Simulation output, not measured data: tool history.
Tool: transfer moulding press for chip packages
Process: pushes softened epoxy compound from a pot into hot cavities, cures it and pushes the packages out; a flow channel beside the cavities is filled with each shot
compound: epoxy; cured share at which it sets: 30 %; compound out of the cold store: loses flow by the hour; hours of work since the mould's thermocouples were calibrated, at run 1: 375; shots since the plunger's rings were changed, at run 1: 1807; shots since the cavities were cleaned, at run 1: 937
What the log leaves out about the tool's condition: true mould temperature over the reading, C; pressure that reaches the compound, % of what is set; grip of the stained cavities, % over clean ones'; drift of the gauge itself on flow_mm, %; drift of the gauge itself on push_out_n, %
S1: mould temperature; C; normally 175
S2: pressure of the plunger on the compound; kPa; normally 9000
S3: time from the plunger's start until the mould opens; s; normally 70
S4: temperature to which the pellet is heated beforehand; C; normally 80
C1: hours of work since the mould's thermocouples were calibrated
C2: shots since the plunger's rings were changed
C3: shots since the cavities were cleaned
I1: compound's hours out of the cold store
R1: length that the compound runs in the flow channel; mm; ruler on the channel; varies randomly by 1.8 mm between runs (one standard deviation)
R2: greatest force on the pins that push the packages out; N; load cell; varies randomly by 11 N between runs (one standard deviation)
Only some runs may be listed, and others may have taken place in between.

run,day,S1,S2,S3,S4,C1,C2,C3,I1,R1,R2
1,0.000,175,9000,70,80,375,1807,937,33.7,778,874
2,0.879,175,9000,70,80,384,2011,1141,47.0,749,894
# day 1.029: cavities cleaned with cleaning compound and waxed
3,2.596,175,9000,70,80,401,2394,363,22.0,797,790
# day 3.996: plunger's sealing rings changed
4,4.138,179,9000,70,80,415,33,697,8.4,837,821
5,5.854,179,9000,70,80,433,431,1095,46.9,749,810
# day 6.292: cavities cleaned with cleaning compound and waxed
6,7.075,175,9000,74,80,445,699,182,24.9,810,628
7,9.133,175,9000,74,73,466,1177,660,9.9,837,837
8,10.225,175,7770,74,73,477,1429,912,36.3,724,831
# day 11.433: cavities cleaned with cleaning compound and waxed
9,11.608,175,7770,74,73,491,1735,39,27.9,735,512
10,12.988,175,9200,70,80,505,2055,359,35.6,780,751
11,14.296,175,9000,70,80,518,2359,663,22.9,792,834
12,15.675,178,9000,70,80,532,2679,983,46.2,731,829
# day 15.883: plunger's sealing rings changed
# day 16.754: cavities cleaned with cleaning compound and waxed
13,16.846,178,9000,70,80,543,209,22,22.0,808,461
14,18.762,174,8530,106,80,562,653,466,11.0,822,686
15,19.838,175,9310,60,72,573,903,716,14.3,846,1134
16,21.354,175,9310,60,72,589,1254,1067,35.2,794,1194
# day 21.871: cavities cleaned with cleaning compound and waxed
# day 22.446: mould's thermocouples calibrated
17,23.458,180,9000,70,86,10,1708,349,44.9,743,692
18,24.446,180,9820,70,86,20,1937,578,18.7,827,773
19,25.833,180,9820,70,86,35,2258,899,10.7,843,809
# day 27.071: cavities cleaned with cleaning compound and waxed
20,27.158,180,9820,60,86,48,2551,20,17.9,825,532
# day 27.879: plunger's sealing rings changed
21,28.438,176,9000,72,80,60,130,293,16.9,830,695
22,30.004,175,10420,70,80,76,493,656,26.7,868,875
23,31.938,175,10420,70,80,96,942,1105,30.0,855,927

Predict each of these 3 candidate next runs independently; none follows another, all start after run 23:
# day 32.262: cavities cleaned with cleaning compound and waxed
A,33.112,180,9000,53,80,107,1199,197,26.0,?,?
# day 32.262: cavities cleaned with cleaning compound and waxed
B,33.112,175,9000,83,75,107,1199,197,41.3,?,?
# day 32.262: cavities cleaned with cleaning compound and waxed
C,33.112,170,9000,52,77,107,1199,197,19.4,?,?

run,R1,R2
A,785,904
B,772,609
C,842,1939
With no hidden state in the tool, these same runs would have given:
run,R1,R2
A,799,655
B,786,435
C,857,1403
